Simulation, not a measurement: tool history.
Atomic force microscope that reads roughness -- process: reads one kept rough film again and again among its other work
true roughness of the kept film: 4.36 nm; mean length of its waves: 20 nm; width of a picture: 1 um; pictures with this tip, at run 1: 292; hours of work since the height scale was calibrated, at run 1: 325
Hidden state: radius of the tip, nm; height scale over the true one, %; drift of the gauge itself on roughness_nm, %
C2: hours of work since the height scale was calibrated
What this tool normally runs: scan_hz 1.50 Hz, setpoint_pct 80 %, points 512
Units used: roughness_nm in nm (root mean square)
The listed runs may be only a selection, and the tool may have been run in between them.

Run 1, hour 0.0: usual settings; pictures with this tip 292; C2 325. Result: roughness_nm 2.033 nm (root mean square).
Run 2, hour 16.3: usual settings but scan_hz 0.50 Hz; pictures with this tip 332; C2 337. Result: roughness_nm 2.183 nm (root mean square).
Run 3, hour 27.5: usual settings but scan_hz 0.50 Hz; pictures with this tip 359; C2 345. Result: roughness_nm 2.155 nm (root mean square).
At hour 40.1: new tip fitted.
Run 4, hour 42.3: usual settings but scan_hz 0.50 Hz; pictures with this tip 6; C2 355. Result: roughness_nm 2.723 nm (root mean square).
Run 5, hour 61.9: usual settings but scan_hz 0.50 Hz, setpoint_pct 57 %; pictures with this tip 53; C2 369. Result: roughness_nm 2.718 nm (root mean square).
Run 6, hour 74.5: usual settings but scan_hz 0.50 Hz, setpoint_pct 57 %; pictures with this tip 84; C2 378. Result: roughness_nm 2.662 nm (root mean square).
Run 7, hour 89.4: usual settings but scan_hz 1.32 Hz; pictures with this tip 120; C2 389. Result: roughness_nm 2.274 nm (root mean square).
Run 8, hour 105.0: usual settings but scan_hz 1.32 Hz; pictures with this tip 158; C2 400. Result: roughness_nm 2.209 nm (root mean square).
Run 9, hour 119.0: usual settings but scan_hz 1.32 Hz; pictures with this tip 192; C2 410. Result: roughness_nm 2.148 nm (root mean square).
Run 10, hour 128.2: usual settings but scan_hz 1.32 Hz; pictures with this tip 215; C2 417. Result: roughness_nm 2.126 nm (root mean square).
Run 11, hour 140.4: usual settings; pictures with this tip 245; C2 426. Result: roughness_nm 2.007 nm (root mean square).
Run 12, hour 154.4: usual settings; pictures with this tip 279; C2 436. Result: roughness_nm 1.973 nm (root mean square).
Run 13, hour 169.9: usual settings; pictures with this tip 316; C2 447. Result: roughness_nm 1.924 nm (root mean square).
Run 14, hour 179.6: usual settings; pictures with this tip 340; C2 454. Result: roughness_nm 1.897 nm (root mean square).
Run 15, hour 195.8: usual settings but points 376; pictures with this tip 380; C2 465. Result: roughness_nm 1.831 nm (root mean square).
At hour 199.9: new tip fitted.
Run 16, hour 212.5: usual settings but setpoint_pct 87 %; pictures with this tip 31; C2 477. Result: roughness_nm 2.369 nm (root mean square).
Run 17, hour 233.2: usual settings but setpoint_pct 87 %; pictures with this tip 81; C2 492. Result: roughness_nm 2.257 nm (root mean square).
Run 18, hour 247.3: usual settings but setpoint_pct 87 %, points 348; pictures with this tip 116; C2 502. Result: roughness_nm 2.150 nm (root mean square).
At hour 249.5: height scale calibrated on a step standard.
Run 19, hour 260.0: usual settings but setpoint_pct 87 %, points 348; pictures with this tip 144; C2 8. Result: roughness_nm 2.113 nm (root mean square).
Run 20, hour 271.0: usual settings but setpoint_pct 87 %, points 348; pictures with this tip 171; C2 15. Result: roughness_nm 2.039 nm (root mean square).
Run 21, hour 283.0: usual settings but setpoint_pct 87 %, points 348; pictures with this tip 200; C2 24. Result: roughness_nm 1.996 nm (root mean square).
At hour 293.5: height scale calibrated on a step standard, once more.
Run 22, hour 302.5: usual settings but setpoint_pct 87 %, points 348; pictures with this tip 245; C2 6. Result: roughness_nm 1.957 nm (root mean square).
Run 23, hour 315.8: usual settings but scan_hz 0.71 Hz, setpoint_pct 71 %, points 283; pictures with this tip 278; C2 16. Result: roughness_nm 2.212 nm (root mean square).
Run 24, hour 324.9: usual settings but scan_hz 0.71 Hz, setpoint_pct 81 %, points 283; pictures with this tip 300; C2 23. Result: roughness_nm 2.106 nm (root mean square).
Run 25, hour 341.1: usual settings but scan_hz 0.70 Hz, setpoint_pct 67 %, points 369; pictures with this tip 339; C2 34. Result: roughness_nm 2.149 nm (root mean square).
Run 26, hour 359.2: usual settings but scan_hz 0.70 Hz, setpoint_pct 67 %, points 369; pictures with this tip 383; C2 47. Result: roughness_nm 2.066 nm (root mean square).
At hour 361.1: new tip fitted.
Run 27, hour 372.3: usual settings but scan_hz 0.59 Hz, setpoint_pct 81 %, points 390; pictures with this tip 27; C2 56. Result: roughness_nm 2.706 nm (root mean square).
Run 28, hour 384.0: usual settings but scan_hz 0.59 Hz, setpoint_pct 81 %, points 390; pictures with this tip 55; C2 65. Result: roughness_nm 2.651 nm (root mean square).
Run 29, hour 405.2: usual settings but scan_hz 0.59 Hz, setpoint_pct 81 %, points 390; pictures with this tip 107; C2 80. Result: roughness_nm 2.517 nm (root mean square).
Run 30, hour 422.5: usual settings but scan_hz 2.89 Hz, setpoint_pct 56 %, points 390; pictures with this tip 149; C2 92. Result: roughness_nm 2.391 nm (root mean square).
Run 31, hour 436.4: usual settings but scan_hz 0.91 Hz, points 982; pictures with this tip 183; C2 102. Result: roughness_nm 2.319 nm (root mean square).
Run 32, hour 449.3: usual settings but scan_hz 0.66 Hz, points 723; pictures with this tip 215; C2 111. Result: roughness_nm 2.326 nm (root mean square).
Run 33, hour 458.6: usual settings but scan_hz 2.07 Hz, setpoint_pct 66 %, points 723; pictures with this tip 237; C2 118. Result: roughness_nm 2.224 nm (root mean square).
Run 34, hour 475.4: usual settings but scan_hz 1.25 Hz, setpoint_pct 79 %, points 278; pictures with this tip 278; C2 130. Result: roughness_nm 2.047 nm (root mean square).
Run 35, hour 494.7: usual settings but scan_hz 2.08 Hz, setpoint_pct 60 %, points 437; pictures with this tip 325; C2 144. Result: roughness_nm 2.111 nm (root mean square).
Run 36, hour 513.0: usual settings but scan_hz 1.95 Hz, setpoint_pct 63 %, points 594; pictures with this tip 370; C2 157. Result: roughness_nm 2.051 nm (root mean square).
At hour 522.0: new tip fitted.
Run 37, hour 531.5: usual settings but scan_hz 1.01 Hz, setpoint_pct 88 %; pictures with this tip 24; C2 170. Result: roughness_nm 2.502 nm (root mean square).
Run 38, hour 544.1: usual settings but scan_hz 0.75 Hz, setpoint_pct 69 %; pictures with this tip 54; C2 179. Result: roughness_nm 2.681 nm (root mean square).
Run 39, hour 561.0: usual settings but setpoint_pct 64 %, points 396; pictures with this tip 95; C2 191. Result: roughness_nm 2.558 nm (root mean square).

Hidden condition of the tool, last listed run before each entry between runs versus first listed run after:
In the gap between runs 3 and 4: new tip fitted (hour 40.1)
  radius of the tip, nm: 20.8 -> 11.2; height scale over the true one, %: -0.67 -> -0.69
  what was measured, less what the result would be without the hidden state, roughness_nm: -0.715 -> -0.118 nm (root mean square)
In the gap between runs 15 and 16: new tip fitted (hour 199.9)
  radius of the tip, nm: 23.3 -> 11.1; height scale over the true one, %: -0.88 -> -0.9
  what was measured, less what the result would be without the hidden state, roughness_nm: -0.755 -> -0.100 nm (root mean square)
In the gap between runs 18 and 19: height scale calibrated on a step standard (hour 249.5)
  radius of the tip, nm: 13.8 -> 14.8; height scale over the true one, %: -0.95 -> -1.43
  what was measured, less what the result would be without the hidden state, roughness_nm: -0.271 -> -0.339 nm (root mean square)
In the gap between runs 21 and 22: height scale calibrated on a step standard, once more (hour 293.5)
  radius of the tip, nm: 16.6 -> 18.2; height scale over the true one, %: -1.46 -> -0.06
  what was measured, less what the result would be without the hidden state, roughness_nm: -0.432 -> -0.481 nm (root mean square)
In the gap between runs 26 and 27: new tip fitted (hour 361.1)
  radius of the tip, nm: 22.8 -> 11.1; height scale over the true one, %: -0.13 -> -0.14
  what was measured, less what the result would be without the hidden state, roughness_nm: -0.803 -> -0.094 nm (root mean square)
In the gap between runs 36 and 37: new tip fitted (hour 522.0)
  radius of the tip, nm: 22.1 -> 11.2; height scale over the true one, %: -0.32 -> -0.35
  what was measured, less what the result would be without the hidden state, roughness_nm: -0.756 -> -0.103 nm (root mean square)
